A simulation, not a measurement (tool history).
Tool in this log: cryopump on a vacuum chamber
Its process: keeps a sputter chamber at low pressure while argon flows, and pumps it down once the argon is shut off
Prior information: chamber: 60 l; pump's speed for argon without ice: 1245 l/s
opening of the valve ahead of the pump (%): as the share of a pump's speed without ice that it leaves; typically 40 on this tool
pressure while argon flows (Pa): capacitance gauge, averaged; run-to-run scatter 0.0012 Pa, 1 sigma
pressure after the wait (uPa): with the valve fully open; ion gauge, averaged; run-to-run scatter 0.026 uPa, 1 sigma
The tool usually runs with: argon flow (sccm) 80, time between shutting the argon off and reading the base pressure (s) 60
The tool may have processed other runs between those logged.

run	hour	argon flow (sccm)	time between shutting the argon off and reading the base pressure (s)	opening of the valve ahead of the pump (%)	pressure while argon flows (Pa)	pressure after the wait (uPa)
1	0.0	80	60	40	0.2903	2.38
# hour 26.6: pump warmed up, emptied and cooled again
2	32.9	80	60	40	0.2734	2.11
3	62.5	80	60	40	0.2718	2.25
4	90.4	80	60	40	0.2721	2.16
5	112.5	80	60	40	0.2736	2.22
6	144.1	80	60	40	0.2732	2.23
7	163.4	80	60	30	0.3662	2.26
8	187.7	80	60	30	0.3632	2.33
9	227.4	80	60	40	0.2768	2.30
10	266.1	80	60	40	0.2745	2.43
11	287.9	80	60	40	0.2777	2.36
12	312.2	80	60	40	0.2772	2.46
13	351.7	100	223	21	0.6492	1.86
14	373.5	87	63	16	0.7447	2.48
15	404.7	64	22	17	0.5177	3.98
16	433.4	64	22	17	0.5155	4.01
17	458.0	64	22	17	0.5189	3.93
18	482.9	51	146	57	0.1270	2.12
19	509.2	51	146	57	0.1267	2.11
20	531.8	51	77	56	0.1281	2.49
21	569.7	66	115	46	0.2018	2.26
22	594.6	119	60	40	0.4164	2.69
23	626.3	50	60	38	0.1848	2.69

Here are 3 independent what-if runs from the current tool condition. What would each one return?
A	659.6	80	22	40	?	?
B	659.6	56	138	47	?	?
C	659.6	138	60	15	?	?

run	pressure while argon flows (Pa)	pressure after the wait (uPa)
A	0.2818	4.29
B	0.1680	2.33
C	1.2509	2.79
With no hidden state in the tool, these same runs would have given:
run	pressure while argon flows (Pa)	pressure after the wait (uPa)
A	0.2703	2.53
B	0.1599	0.63
C	1.2311	1.09

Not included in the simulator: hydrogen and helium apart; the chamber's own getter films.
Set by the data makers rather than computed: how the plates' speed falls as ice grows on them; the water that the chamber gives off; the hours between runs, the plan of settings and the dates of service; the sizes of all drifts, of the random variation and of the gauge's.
